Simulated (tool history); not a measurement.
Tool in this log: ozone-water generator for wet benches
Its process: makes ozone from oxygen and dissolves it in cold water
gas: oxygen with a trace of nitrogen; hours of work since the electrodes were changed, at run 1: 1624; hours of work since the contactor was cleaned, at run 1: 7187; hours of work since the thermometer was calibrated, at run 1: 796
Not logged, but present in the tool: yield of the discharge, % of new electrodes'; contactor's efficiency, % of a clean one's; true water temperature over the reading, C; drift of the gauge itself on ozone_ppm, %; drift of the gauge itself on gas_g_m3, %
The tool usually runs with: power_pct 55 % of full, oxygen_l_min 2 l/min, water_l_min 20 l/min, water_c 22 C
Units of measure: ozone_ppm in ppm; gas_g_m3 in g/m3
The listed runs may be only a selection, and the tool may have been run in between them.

run	hour	power_pct	oxygen_l_min	water_l_min	water_c	hours of work since the electrodes were changed	hours of work since the contactor was cleaned	hours of work since the thermometer was calibrated	ozone_ppm	gas_g_m3
1	0	55	2	20	22	1624	7187	796	9	148.7
2	25.2	55	2	20	22	1648	7211	820	9.1	148.3
3	61.1	92	2	20	22	1683	7245	854	12.7	211.5
4	83.3	92	2	20	22	1704	7266	876	12.8	211.8
5	132.5	55	2	20	22	1751	7313	922	8.9	146.6
6	182.2	55	2	20	22	1798	7361	970	8.9	148.3
7	213.7	55	2	20	22	1828	7391	1000	8.9	147.4
8	261.1	55	1.17	20	22	1873	7436	1045	7.9	199.9
9	289.7	55	1.17	20	22	1900	7463	1072	8.1	199.4
10	339.9	56	1.17	20	22	1948	7511	1120	8.1	204.9
11	383.2	82	1.17	20	22	1989	7552	1161	10.5	267.9
12	420	88	1.42	20	22	2025	7587	1196	11.5	247.2
13	458.9	48	1.42	23	24	2062	7624	1233	6.6	161.7
14	496	55	1.91	20	21	2097	7660	1269	8.9	149.6
15	530.6	55	2.5	20	21	2130	7692	1302	9.3	129.2
16	556.2	85	2	20	22	2154	7717	1326	11.6	198.2
17	591.8	92	2	20	22	2188	7751	1360	12.6	212
18	626.5	92	2	20	22	2221	7784	1393	12.6	210.7
19	659.5	92	2	20	22	2253	7815	1424	12.7	209.1

Each row is a separate what-if for the run after 19, all from the same tool condition, not one after another. Results?
A	685.2	55	2.25	28	25	2277	7840	1449	?	?
B	685.2	92	2	30	22	2277	7840	1449	?	?
C	685.2	55	1.03	21	22	2277	7840	1449	?	?

run	ozone_ppm	gas_g_m3
A	6.4	137.6
B	9	209.8
C	7.5	214.2
The same runs, with their run-to-run variation unchanged, on a tool lacking any hidden condition would have given:
run	ozone_ppm	gas_g_m3
A	7	141.7
B	9.9	218.9
C	8.1	220.7
